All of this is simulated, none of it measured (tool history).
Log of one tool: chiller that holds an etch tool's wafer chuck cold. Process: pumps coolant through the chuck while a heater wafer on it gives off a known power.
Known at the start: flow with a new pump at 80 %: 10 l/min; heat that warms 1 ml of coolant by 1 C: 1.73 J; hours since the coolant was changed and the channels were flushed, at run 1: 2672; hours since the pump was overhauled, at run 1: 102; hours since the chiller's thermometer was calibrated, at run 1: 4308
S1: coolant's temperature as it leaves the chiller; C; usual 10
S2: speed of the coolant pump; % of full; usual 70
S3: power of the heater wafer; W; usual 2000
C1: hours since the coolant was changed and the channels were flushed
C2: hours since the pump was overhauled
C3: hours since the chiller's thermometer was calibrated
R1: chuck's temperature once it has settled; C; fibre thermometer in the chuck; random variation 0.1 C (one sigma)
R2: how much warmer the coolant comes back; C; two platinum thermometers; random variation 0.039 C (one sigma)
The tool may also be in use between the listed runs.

| run | hour | S1 | S2 | S3 | C1 | C2 | C3 | R1 | R2 |
|---|---|---|---|---|---|---|---|---|---|
| 1 | 0.0 | 10 | 70 | 2000 | 2672 | 102 | 4308 | 28.1 | 8.09 |
| 2 | 103.6 | 10 | 70 | 2000 | 2776 | 206 | 4411 | 27.8 | 7.98 |
| 3 | 202.4 | 10 | 70 | 2000 | 2875 | 305 | 4510 | 28.0 | 7.96 |
| 4 | 358.3 | 10 | 70 | 2000 | 3031 | 461 | 4666 | 28.1 | 7.98 |
| 5 | 446.2 | 0 | 70 | 2000 | 3119 | 548 | 4754 | 17.9 | 7.92 |
| 6 | 580.8 | 0 | 70 | 2000 | 3253 | 683 | 4889 | 18.0 | 7.96 |
| 7 | 752.2 | 10 | 78 | 2065 | 3425 | 854 | 5060 | 27.0 | 7.22 |
| 8 | 864.7 | 10 | 78 | 2065 | 3537 | 967 | 5173 | 27.1 | 7.15 |
|  | 875.4 | chiller's thermometer calibrated |
| 9 | 987.1 | 10 | 78 | 2065 | 3658 | 1088 | 112 | 27.1 | 7.18 |
| 10 | 1144.8 | 10 | 84 | 1540 | 3816 | 1246 | 269 | 22.0 | 4.81 |
| 11 | 1273.1 | 10 | 71 | 1595 | 3944 | 1374 | 398 | 24.2 | 6.01 |
| 12 | 1421.0 | 5 | 61 | 2464 | 4092 | 1522 | 546 | 29.8 | 11.23 |

How the hidden state differs across the entries between the runs, from the last listed run before each to the first after it:
Between runs 8 and 9: chiller's thermometer calibrated (hour 875.4)
  coolant's true temperature over the reading, C: -0.01 -> 0; drift of the gauge itself on warmer_back_c, C: -0.18 -> -0.21
  measured less the result without the state, R2: -0.18 -> -0.21 C
